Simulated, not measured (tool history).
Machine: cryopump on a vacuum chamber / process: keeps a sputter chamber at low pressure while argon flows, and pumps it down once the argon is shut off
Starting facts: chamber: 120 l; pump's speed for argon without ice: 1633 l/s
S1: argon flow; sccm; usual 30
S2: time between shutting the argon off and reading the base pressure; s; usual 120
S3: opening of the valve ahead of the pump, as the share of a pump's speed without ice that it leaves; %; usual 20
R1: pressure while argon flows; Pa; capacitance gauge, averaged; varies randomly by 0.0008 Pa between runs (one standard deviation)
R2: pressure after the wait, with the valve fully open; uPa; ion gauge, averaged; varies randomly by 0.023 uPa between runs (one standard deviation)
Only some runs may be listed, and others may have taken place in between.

run   hour  S1   S2  S3      R1    R2
  1    0.0  30  120  20  0.1614  1.88
  2   25.9  30  120  20  0.1607  2.03
  3   53.4  30  180  20  0.1636  1.84
  4   83.2  30  180  20  0.1643  1.91
  5  111.5  30  180  20  0.1644  1.93
  6  132.9  30  120  40  0.0872  2.23
  7  147.0  30  120  40  0.0893  2.26
  8  169.1  30  120  40  0.0888  2.27
  9  195.6  30  120  40  0.0900  2.30
 10  221.6  30  120  20  0.1695  2.40
     233.1  -- pump warmed up, emptied and cooled again
 11  243.4  30  120  20  0.1569  1.86
 12  269.0  30  120  20  0.1562  1.99
 13  289.3  30  120  20  0.1575  1.99
 14  308.7  30  120  20  0.1570  2.06
 15  330.8  30  120  20  0.1581  2.09
 16  357.2  30  120  58  0.0565  2.13
 17  372.5  30  120  34  0.0943  2.16
 18  385.4  30  132  20  0.1595  2.08
 19  407.8  15  120  20  0.0806  2.23
 20  429.9  55   40  37  0.1627  3.40
 21  453.9  55  173  18  0.3268  2.14
 22  480.1  47  173  21  0.2396  2.23
 23  495.2  55  151  20  0.2943  2.32
 24  511.9  55  151  20  0.2960  2.40
 25  535.6  56   25  18  0.3364  4.63
 26  565.4  56  180  22  0.2791  2.42
 27  594.6  56   52  24  0.2588  3.44
 28  609.6  27   52  56  0.0586  3.43
 29  634.7  33  201  38  0.1017  2.64
 30  647.3  33  201  38  0.1003  2.65
 31  662.5  28  120  20  0.1545  2.86
 32  681.7  30  243  27  0.1275  2.65
     701.5  -- pump warmed up, emptied and cooled again
 33  713.4  21   56  29  0.0761  2.97
 34  732.6  21   56  21  0.1044  3.10

3 options for the next run, each taken on its own from the tool as it stands now. Forecast them:
  A  748.1  39  115  16   ?   ?
  B  748.1  21  170  21   ?   ?
  C  748.1  21   80  25   ?   ?

run      R1    R2
  A  0.2545  2.41
  B  0.1056  2.25
  C  0.0878  2.77
What these runs would have given with no unlogged condition in the tool:
run      R1    R2
  A  0.2525  0.74
  B  0.1045  0.61
  C  0.0867  1.06
